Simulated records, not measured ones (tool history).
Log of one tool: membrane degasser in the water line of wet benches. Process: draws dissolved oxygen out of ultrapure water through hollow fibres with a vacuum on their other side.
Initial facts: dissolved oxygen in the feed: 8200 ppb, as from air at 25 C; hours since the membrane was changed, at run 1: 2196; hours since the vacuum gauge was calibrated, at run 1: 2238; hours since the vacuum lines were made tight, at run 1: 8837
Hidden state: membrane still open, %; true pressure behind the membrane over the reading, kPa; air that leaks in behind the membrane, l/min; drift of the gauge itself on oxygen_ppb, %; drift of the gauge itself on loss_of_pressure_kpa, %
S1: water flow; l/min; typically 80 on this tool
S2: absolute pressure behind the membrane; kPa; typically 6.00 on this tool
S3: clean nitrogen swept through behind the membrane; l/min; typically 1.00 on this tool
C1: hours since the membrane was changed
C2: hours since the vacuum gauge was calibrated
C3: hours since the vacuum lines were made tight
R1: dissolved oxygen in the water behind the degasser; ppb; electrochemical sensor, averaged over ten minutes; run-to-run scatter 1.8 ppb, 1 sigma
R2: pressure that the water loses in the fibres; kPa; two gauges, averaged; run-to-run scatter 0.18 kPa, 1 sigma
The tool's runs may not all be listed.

run 1 hour=0.0 | S1=80 S2=6.00 S3=1.00 | C1=2196 C2=2238 C3=8837 | R1=405.9 R2=58.78
run 2 hour=114.5 | S1=80 S2=6.00 S3=1.00 | C1=2311 C2=2352 C3=8952 | R1=404.2 R2=59.02
run 3 hour=301.7 | S1=80 S2=13.18 S3=1.00 | C1=2498 C2=2539 C3=9139 | R1=1242.0 R2=58.51
run 4 hour=481.9 | S1=80 S2=13.18 S3=1.00 | C1=2678 C2=2719 C3=9319 | R1=1232.4 R2=58.64
run 5 hour=647.9 | S1=80 S2=13.18 S3=1.00 | C1=2844 C2=2885 C3=9485 | R1=1230.6 R2=58.97
run 6 hour=771.7 | S1=80 S2=13.18 S3=1.00 | C1=2968 C2=3009 C3=9609 | R1=1237.8 R2=58.80
run 7 hour=961.0 | S1=80 S2=6.00 S3=1.00 | C1=3157 C2=3199 C3=9798 | R1=408.2 R2=59.19
run 8 hour=1048.3 | S1=80 S2=6.00 S3=1.00 | C1=3245 C2=3286 C3=9886 | R1=411.3 R2=58.97
-- hour=1066.0 vacuum gauge calibrated
run 9 hour=1161.6 | S1=80 S2=6.00 S3=1.00 | C1=3358 C2=96 C3=9998 | R1=423.8 R2=58.93
run 10 hour=1329.7 | S1=80 S2=6.00 S3=1.00 | C1=3526 C2=264 C3=10167 | R1=426.6 R2=58.85
run 11 hour=1453.2 | S1=80 S2=6.00 S3=1.00 | C1=3649 C2=387 C3=10290 | R1=426.5 R2=58.87
run 12 hour=1650.0 | S1=80 S2=6.57 S3=1.00 | C1=3846 C2=584 C3=10487 | R1=498.0 R2=59.08
run 13 hour=1833.4 | S1=80 S2=6.57 S3=1.00 | C1=4029 C2=767 C3=10670 | R1=499.5 R2=59.31
-- hour=1888.5 vacuum gauge calibrated, once more
run 14 hour=2012.2 | S1=89 S2=10.65 S3=2.09 | C1=4208 C2=124 C3=10848 | R1=633.0 R2=66.10
run 15 hour=2193.9 | S1=89 S2=10.65 S3=2.09 | C1=4389 C2=305 C3=11030 | R1=636.8 R2=66.09
-- hour=2253.7 seals of the vacuum lines changed
run 16 hour=2407.5 | S1=69 S2=7.33 S3=2.31 | C1=4601 C2=517 C3=154 | R1=272.8 R2=51.26
run 17 hour=2591.8 | S1=69 S2=7.33 S3=2.31 | C1=4785 C2=701 C3=338 | R1=272.8 R2=51.10
run 18 hour=2746.3 | S1=56 S2=6.00 S3=2.76 | C1=4940 C2=856 C3=493 | R1=134.1 R2=41.48
run 19 hour=2850.2 | S1=56 S2=6.00 S3=2.76 | C1=5044 C2=960 C3=596 | R1=135.1 R2=41.79
run 20 hour=2958.0 | S1=56 S2=6.00 S3=2.76 | C1=5151 C2=1067 C3=704 | R1=135.4 R2=41.48
run 21 hour=3123.2 | S1=65 S2=8.39 S3=1.64 | C1=5317 C2=1233 C3=869 | R1=414.6 R2=48.28
run 22 hour=3222.5 | S1=122 S2=6.00 S3=1.00 | C1=5416 C2=1332 C3=969 | R1=581.8 R2=91.09

Here are 3 independent what-if runs from the current tool condition. What would each one return?
run A hour=3363.4 | S1=122 S2=5.42 S3=0.43 | C1=5557 C2=1473 C3=1110 | R1=? R2=?
run B hour=3363.4 | S1=74 S2=3.85 S3=0.53 | C1=5557 C2=1473 C3=1110 | R1=? R2=?
run C hour=3363.4 | S1=75 S2=7.95 S3=2.64 | C1=5557 C2=1473 C3=1110 | R1=? R2=?

run=A R1=664.0 R2=90.62
run=B R1=149.0 R2=55.30
run=C R1=308.6 R2=55.54
Stripped of hidden state, with their random variation kept, the same runs would have yielded:
run=A R1=654.4 R2=88.66
run=B R1=145.5 R2=54.11
run=C R1=305.1 R2=54.34
